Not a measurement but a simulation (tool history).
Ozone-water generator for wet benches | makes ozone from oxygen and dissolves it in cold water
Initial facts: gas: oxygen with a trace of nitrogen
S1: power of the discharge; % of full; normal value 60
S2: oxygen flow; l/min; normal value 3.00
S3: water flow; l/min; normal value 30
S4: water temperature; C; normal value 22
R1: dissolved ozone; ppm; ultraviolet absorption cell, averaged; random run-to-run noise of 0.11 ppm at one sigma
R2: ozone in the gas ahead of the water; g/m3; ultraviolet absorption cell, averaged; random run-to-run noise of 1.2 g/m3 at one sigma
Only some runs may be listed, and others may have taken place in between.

run      day  S1    S2  S3  S4    R1     R2
  1    0.000  60  3.00  30  22   8.6  220.8
  2    3.262  60  3.00  30  22   9.1  218.0
  3    7.796  60  3.00  30  22   9.1  219.0
  4   10.488  60  3.00  30  22   9.0  222.1
  5   15.504  60  3.00  30  22   8.8  219.2
  6   19.046  60  3.00  30  22   8.8  218.3
  7   23.604  60  3.00  24  22  10.9  217.6
      24.729  -- water thermometer calibrated
  8   26.746  60  3.00  24  22  10.9  218.2
  9   29.050  60  3.00  24  22  10.8  218.3
 10   31.746  60  3.00  24  22  11.1  215.9
 11   34.938  60  3.00  24  22  11.1  218.8
 12   39.038  60  3.00  24  22  10.9  219.4
 13   43.258  60  3.00  24  22  11.1  217.2
 14   46.262  60  3.00  24  22  10.8  217.1
 15   49.554  60  3.00  24  22  11.0  217.1
 16   52.588  60  3.00  30  22   8.7  217.1
 17   56.508  60  3.00  30  22   8.9  217.3
 18   60.917  60  3.00  41  29   6.1  218.2
      61.379  -- contactor cleaned
 19   65.525  59  3.47  34  28   7.7  198.5
 20   70.379  76  5.31  30  22  11.4  199.1
      74.375  -- contactor cleaned, once more
 21   75.367  60  3.00  30  21   9.0  215.3
 22   78.242  60  3.00  30  21   9.1  215.5
 23   82.521  60  1.92  34  14   7.3  266.2
 24   84.808  60  2.14  30  23   8.1  253.0
 25   88.617  60  2.14  30  23   8.3  253.8
 26   93.654  84  3.00  30  22  11.7  279.2
 27   96.929  64  4.76  30  20  10.6  181.8
 28   99.800  43  3.00  30  24   6.9  166.2
 29  104.646  59  5.32  22  29  11.6  162.2
 30  108.021  59  5.32  22  29  11.4  162.9
 31  111.362  58  4.84  30  22   9.6  167.3
 32  113.858  58  1.67  30  21   7.1  273.5
 33  117.300  72  3.39  22  16  14.7  231.5

How would selected steps in R1 from run to run divide? Give the signed amount a tool lacking its hidden state would still show from settings, what came in and random variation, and the signed amount left for the hidden state, including any gauge scatter that is not in both of the compared results.
The tool's hidden condition here consists of: yield of the discharge, % of new electrodes'; contactor's efficiency, % of a clean one's; true water temperature over the reading, C; drift of the gauge itself on ozone_ppm, %; drift of the gauge itself on gas_g_m3, %.
Run 19 -> 20: S1 59 -> 76, S2 3.47 -> 5.31, S3 34 -> 30, S4 28 -> 22. R1 +3.7 ppm: hidden state -0.5, all else +4.2.
Run 20 -> 21: S1 76 -> 60, S2 5.31 -> 3.00, S4 22 -> 21, contactor cleaned, once more. R1 -2.4 ppm: hidden state +0.8, all else -3.2.
Run 28 -> 29: S1 43 -> 59, S2 3.00 -> 5.32, S3 30 -> 22, S4 24 -> 29. R1 +4.7 ppm: hidden state -0.5, all else +5.2.
Run 32 -> 33: S1 58 -> 72, S2 1.67 -> 3.39, S3 30 -> 22, S4 21 -> 16. R1 +7.6 ppm: hidden state -0.6, all else +8.2.
